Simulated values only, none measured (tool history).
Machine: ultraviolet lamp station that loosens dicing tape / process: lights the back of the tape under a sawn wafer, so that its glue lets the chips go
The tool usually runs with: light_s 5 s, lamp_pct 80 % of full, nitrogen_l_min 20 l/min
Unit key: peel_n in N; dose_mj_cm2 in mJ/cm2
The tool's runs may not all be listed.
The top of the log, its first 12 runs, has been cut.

run 13 day=6.033 | light_s=5 lamp_pct=80 nitrogen_l_min=7 | peel_n=2.484 dose_mj_cm2=207
run 14 day=6.725 | light_s=5 lamp_pct=80 nitrogen_l_min=7 | peel_n=2.574 dose_mj_cm2=209
run 15 day=7.175 | light_s=5 lamp_pct=80 nitrogen_l_min=20 | peel_n=1.624 dose_mj_cm2=208
run 16 day=7.683 | light_s=5 lamp_pct=80 nitrogen_l_min=20 | peel_n=1.529 dose_mj_cm2=211
run 17 day=8.246 | light_s=5 lamp_pct=80 nitrogen_l_min=8 | peel_n=2.399 dose_mj_cm2=210
run 18 day=8.779 | light_s=5 lamp_pct=80 nitrogen_l_min=8 | peel_n=2.411 dose_mj_cm2=207
run 19 day=9.246 | light_s=5 lamp_pct=74 nitrogen_l_min=33 | peel_n=1.560 dose_mj_cm2=192
run 20 day=9.671 | light_s=5 lamp_pct=90 nitrogen_l_min=22 | peel_n=1.251 dose_mj_cm2=228
run 21 day=10.071 | light_s=5 lamp_pct=97 nitrogen_l_min=12 | peel_n=1.478 dose_mj_cm2=252
run 22 day=10.367 | light_s=10 lamp_pct=89 nitrogen_l_min=12 | peel_n=0.380 dose_mj_cm2=451
run 23 day=10.946 | light_s=6 lamp_pct=80 nitrogen_l_min=20 | peel_n=1.148 dose_mj_cm2=249
run 24 day=11.458 | light_s=5 lamp_pct=82 nitrogen_l_min=20 | peel_n=1.582 dose_mj_cm2=211
-- day=11.783 window cleaned of glue's vapour
run 25 day=12.129 | light_s=3 lamp_pct=82 nitrogen_l_min=14 | peel_n=3.274 dose_mj_cm2=144
run 26 day=12.671 | light_s=6 lamp_pct=80 nitrogen_l_min=36 | peel_n=0.710 dose_mj_cm2=274
run 27 day=13.258 | light_s=6 lamp_pct=80 nitrogen_l_min=36 | peel_n=0.762 dose_mj_cm2=270
run 28 day=13.858 | light_s=6 lamp_pct=82 nitrogen_l_min=15 | peel_n=1.104 dose_mj_cm2=275
run 29 day=14.421 | light_s=6 lamp_pct=82 nitrogen_l_min=15 | peel_n=1.099 dose_mj_cm2=278
run 30 day=14.900 | light_s=6 lamp_pct=82 nitrogen_l_min=15 | peel_n=1.094 dose_mj_cm2=272
run 31 day=15.475 | light_s=7 lamp_pct=73 nitrogen_l_min=25 | peel_n=0.764 dose_mj_cm2=286
run 32 day=15.900 | light_s=7 lamp_pct=73 nitrogen_l_min=20 | peel_n=0.894 dose_mj_cm2=282

Predict each of these 3 candidate next runs independently; none follows another, all start after run 32:
run A day=16.212 | light_s=5 lamp_pct=80 nitrogen_l_min=14 | peel_n=? dose_mj_cm2=?
run B day=16.212 | light_s=5 lamp_pct=99 nitrogen_l_min=10 | peel_n=? dose_mj_cm2=?
run C day=16.212 | light_s=7 lamp_pct=93 nitrogen_l_min=19 | peel_n=? dose_mj_cm2=?

run=A peel_n=1.626 dose_mj_cm2=223
run=B peel_n=1.348 dose_mj_cm2=276
run=C peel_n=0.536 dose_mj_cm2=359
Had the tool no hidden state, the same runs would have come out as:
run=A peel_n=1.226 dose_mj_cm2=259
run=B peel_n=0.991 dose_mj_cm2=322
run=C peel_n=0.377 dose_mj_cm2=418

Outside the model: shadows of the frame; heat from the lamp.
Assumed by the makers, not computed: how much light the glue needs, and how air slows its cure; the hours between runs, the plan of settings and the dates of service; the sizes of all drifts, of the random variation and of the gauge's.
